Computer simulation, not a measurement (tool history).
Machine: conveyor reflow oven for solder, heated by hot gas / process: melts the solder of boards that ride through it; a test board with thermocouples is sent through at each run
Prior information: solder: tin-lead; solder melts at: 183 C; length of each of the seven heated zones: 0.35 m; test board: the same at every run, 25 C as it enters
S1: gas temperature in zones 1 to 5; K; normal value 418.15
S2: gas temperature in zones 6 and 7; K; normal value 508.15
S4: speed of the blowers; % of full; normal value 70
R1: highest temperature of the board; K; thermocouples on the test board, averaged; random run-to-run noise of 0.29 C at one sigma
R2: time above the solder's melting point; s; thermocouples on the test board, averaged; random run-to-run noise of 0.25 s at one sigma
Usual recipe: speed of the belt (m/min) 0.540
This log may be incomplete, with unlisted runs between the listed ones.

{"run": 1, "hour": 0.0, "S1": 418.15, "S2": 508.15, "speed of the belt (m/min)": 0.54, "S4": 70, "R1": 494.15, "R2": 63.7}
{"run": 2, "hour": 12.9, "S1": 418.15, "S2": 496.15, "speed of the belt (m/min)": 0.54, "S4": 70, "R1": 483.35, "R2": 55.6}
{"run": 3, "hour": 31.7, "S1": 418.15, "S2": 496.15, "speed of the belt (m/min)": 0.54, "S4": 70, "R1": 482.45, "R2": 55.8}
{"run": 4, "hour": 47.5, "S1": 418.15, "S2": 496.15, "speed of the belt (m/min)": 0.54, "S4": 70, "R1": 483.15, "R2": 55.5}
{"run": 5, "hour": 56.0, "S1": 418.15, "S2": 508.15, "speed of the belt (m/min)": 0.54, "S4": 70, "R1": 493.75, "R2": 64.3}
{"run": 6, "hour": 68.6, "S1": 418.15, "S2": 508.15, "speed of the belt (m/min)": 0.54, "S4": 70, "R1": 493.35, "R2": 63.5}
{"run": 7, "hour": 83.1, "S1": 418.15, "S2": 508.15, "speed of the belt (m/min)": 0.54, "S4": 70, "R1": 493.65, "R2": 64.0}
{"run": 8, "hour": 93.4, "S1": 418.15, "S2": 508.15, "speed of the belt (m/min)": 0.562, "S4": 70, "R1": 493.05, "R2": 59.9}
{"run": 9, "hour": 108.2, "S1": 418.15, "S2": 508.15, "speed of the belt (m/min)": 0.582, "S4": 70, "R1": 491.65, "R2": 57.7}
{"run": 10, "hour": 117.1, "S1": 418.15, "S2": 508.15, "speed of the belt (m/min)": 0.582, "S4": 70, "R1": 491.55, "R2": 57.2}
{"run": 11, "hour": 125.6, "S1": 418.15, "S2": 508.15, "speed of the belt (m/min)": 0.582, "S4": 70, "R1": 491.35, "R2": 56.8}
{"run": 12, "hour": 143.9, "S1": 418.15, "S2": 508.15, "speed of the belt (m/min)": 0.582, "S4": 70, "R1": 491.05, "R2": 56.9}
{"run": 13, "hour": 155.5, "S1": 418.15, "S2": 508.15, "speed of the belt (m/min)": 0.582, "S4": 70, "R1": 490.95, "R2": 57.2}
{"run": 14, "hour": 169.1, "S1": 418.15, "S2": 508.15, "speed of the belt (m/min)": 0.633, "S4": 51, "R1": 481.15, "R2": 42.6}
{"run": 15, "hour": 185.7, "S1": 420.15, "S2": 507.15, "speed of the belt (m/min)": 0.58, "S4": 51, "R1": 484.25, "R2": 51.3}
{"run": 16, "hour": 203.3, "S1": 418.15, "S2": 518.15, "speed of the belt (m/min)": 0.54, "S4": 62, "R1": 499.65, "R2": 68.1}
{"hour": 209.5, "done": "flux residue cleaned out of gas plates and filters"}
{"run": 17, "hour": 217.4, "S1": 431.15, "S2": 508.15, "speed of the belt (m/min)": 0.54, "S4": 70, "R1": 494.95, "R2": 70.4}
{"run": 18, "hour": 227.6, "S1": 418.15, "S2": 522.15, "speed of the belt (m/min)": 0.54, "S4": 60, "R1": 502.45, "R2": 69.3}
{"run": 19, "hour": 243.1, "S1": 418.15, "S2": 522.15, "speed of the belt (m/min)": 0.54, "S4": 60, "R1": 502.75, "R2": 69.0}
{"hour": 253.9, "done": "flux residue cleaned out of gas plates and filters, once more"}
{"run": 20, "hour": 262.1, "S1": 424.15, "S2": 508.15, "speed of the belt (m/min)": 0.445, "S4": 70, "R1": 499.45, "R2": 85.9}
{"run": 21, "hour": 281.3, "S1": 424.15, "S2": 508.15, "speed of the belt (m/min)": 0.445, "S4": 70, "R1": 499.75, "R2": 85.5}
{"run": 22, "hour": 299.2, "S1": 431.15, "S2": 508.15, "speed of the belt (m/min)": 0.445, "S4": 79, "R1": 501.35, "R2": 90.8}
{"run": 23, "hour": 318.0, "S1": 408.15, "S2": 523.15, "speed of the belt (m/min)": 0.531, "S4": 72, "R1": 507.45, "R2": 70.4}
{"run": 24, "hour": 333.1, "S1": 423.15, "S2": 506.15, "speed of the belt (m/min)": 0.538, "S4": 69, "R1": 493.55, "R2": 66.2}
{"run": 25, "hour": 343.5, "S1": 423.15, "S2": 506.15, "speed of the belt (m/min)": 0.538, "S4": 69, "R1": 493.05, "R2": 66.2}

5 options for the next run, each taken on its own from the tool as it stands now. Forecast them:
{"run": "A", "hour": 353.5, "S1": 418.15, "S2": 502.15, "speed of the belt (m/min)": 0.54, "S4": 90, "R1": "?", "R2": "?"}
{"run": "B", "hour": 353.5, "S1": 418.15, "S2": 512.15, "speed of the belt (m/min)": 0.508, "S4": 70, "R1": "?", "R2": "?"}
{"run": "C", "hour": 353.5, "S1": 418.15, "S2": 523.15, "speed of the belt (m/min)": 0.54, "S4": 87, "R1": "?", "R2": "?"}
{"run": "D", "hour": 353.5, "S1": 423.15, "S2": 513.15, "speed of the belt (m/min)": 0.538, "S4": 69, "R1": "?", "R2": "?"}
{"run": "E", "hour": 353.5, "S1": 414.15, "S2": 510.15, "speed of the belt (m/min)": 0.464, "S4": 69, "R1": "?", "R2": "?"}

run=A R1=492.95 R2=64.5
run=B R1=499.55 R2=72.4
run=C R1=511.65 R2=73.7
run=D R1=499.35 R2=69.7
run=E R1=499.35 R2=77.3
Take away the tool's hidden state, keep each run's random variation, and the runs would have read:
run=A R1=493.85 R2=64.7
run=B R1=500.35 R2=72.5
run=C R1=512.55 R2=73.7
run=D R1=500.15 R2=69.8
run=E R1=500.15 R2=77.4
